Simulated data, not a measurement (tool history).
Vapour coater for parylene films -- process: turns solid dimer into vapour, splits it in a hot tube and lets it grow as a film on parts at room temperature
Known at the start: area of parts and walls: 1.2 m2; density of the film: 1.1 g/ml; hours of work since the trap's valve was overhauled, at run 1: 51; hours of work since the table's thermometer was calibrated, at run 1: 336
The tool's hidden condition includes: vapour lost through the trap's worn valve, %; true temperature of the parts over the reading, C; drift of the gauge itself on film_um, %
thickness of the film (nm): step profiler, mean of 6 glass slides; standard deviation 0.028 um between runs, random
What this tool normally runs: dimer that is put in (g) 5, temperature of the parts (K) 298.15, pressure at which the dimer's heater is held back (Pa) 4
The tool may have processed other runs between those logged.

run    hour  dimer that is put in (g)  temperature of the parts (K)  pressure at which the dimer's heater is held back (Pa)  hours of work since the trap's valve was overhauled  hours of work since the table's thermometer was calibrated  thickness of the film (nm)
  1       0                         5                        298.15                                                       4                                                   51                                                         336                        2480
  2    57.4                         5                        298.15                                                    3.48                                                   88                                                         373                        2600
  3      93                         5                        298.15                                                       4                                                  111                                                         397                        2470
  4   147.4                         5                        298.15                                                    5.66                                                  147                                                         432                        2230
  5   188.9                         5                        298.15                                                    5.66                                                  174                                                         459                        2260
  6   268.2                         5                        298.15                                                    5.66                                                  225                                                         511                        2180
  7   326.4                         5                        293.15                                                       4                                                  263                                                         548                        2810
  8   372.2                         5                        293.15                                                    4.11                                                  293                                                         578                        2800
  9   433.9                         5                        293.15                                                    4.11                                                  333                                                         619                        2740
 10   467.6                         5                        293.15                                                    3.98                                                  355                                                         640                        2710
 11   546.2                         5                        293.15                                                    3.98                                                  406                                                         692                        2610
 12   610.3                         5                        293.15                                                    3.98                                                  448                                                         733                        2620
 13   659.2                         5                        293.15                                                    5.14                                                  480                                                         765                        2430
      705.7  -- trap's valve overhauled
 14   709.6                         5                        293.15                                                    3.44                                                    3                                                         795                        3110
 15   765.9                         7                        298.15                                                       4                                                   39                                                         832                        3450
 16   811.2                         7                        298.15                                                       4                                                   69                                                         862                        3460
 17   874.7                         2                        309.15                                                    8.91                                                  110                                                         903                         540
 18   928.7                         2                        309.15                                                    8.91                                                  145                                                         938                         580
 19  1001.8                         2                        309.15                                                    8.91                                                  193                                                         986                         570
 20  1043.1                         5                        292.15                                                   10.72                                                  220                                                        1013                        2360
 21  1090.1                         5                        292.15                                                   10.72                                                  250                                                        1043                        2280
 22  1138.7                         5                        309.15                                                    5.34                                                  282                                                        1075                        1450
 23  1187.8                         7                        306.15                                                    9.02                                                  314                                                        1107                        2030
 24  1237.9                         4                        298.15                                                    9.02                                                  347                                                        1140                        1530
 25  1307.3                         4                        297.15                                                    9.02                                                  392                                                        1185                        1530
 26  1368.1                         4                        297.15                                                    9.02                                                  431                                                        1224                        1470
 27  1431.2                         5                        306.15                                                    3.91                                                  473                                                        1265                        1560
     1487.3  -- trap's valve overhauled
 28  1496.9                         5                        298.15                                                    5.91                                                    6                                                        1306                        2290
 29  1541.6                         2                        294.15                                                    2.75                                                   35                                                        1335                        1260
 30  1617.6                         2                        294.15                                                    2.75                                                   85                                                        1384                        1200
 31  1650.2                         2                        294.15                                                    2.75                                                  106                                                        1405                        1200

What if the next run were any one of these 5? Each begins from the tool's condition after run 31:
  A  1688.1                         4                        299.15                                                    2.75                                                  131                                                        1430                           ?
  B  1688.1                         2                        304.15                                                    2.75                                                  131                                                        1430                           ?
  C  1688.1                         6                        293.15                                                    2.75                                                  131                                                        1430                           ?
  D  1688.1                         5                        291.15                                                    6.55                                                  131                                                        1430                           ?
  E  1688.1                         5                        297.15                                                    3.91                                                  131                                                        1430                           ?

run  thickness of the film (nm)
  A                        1990
  B                         820
  C                        3670
  D                        2710
  E                        2390
Take away the tool's hidden state, keep each run's random variation, and the runs would have read:
run  thickness of the film (nm)
  A                        2190
  B                         900
  C                        4040
  D                        2990
  E                        2630

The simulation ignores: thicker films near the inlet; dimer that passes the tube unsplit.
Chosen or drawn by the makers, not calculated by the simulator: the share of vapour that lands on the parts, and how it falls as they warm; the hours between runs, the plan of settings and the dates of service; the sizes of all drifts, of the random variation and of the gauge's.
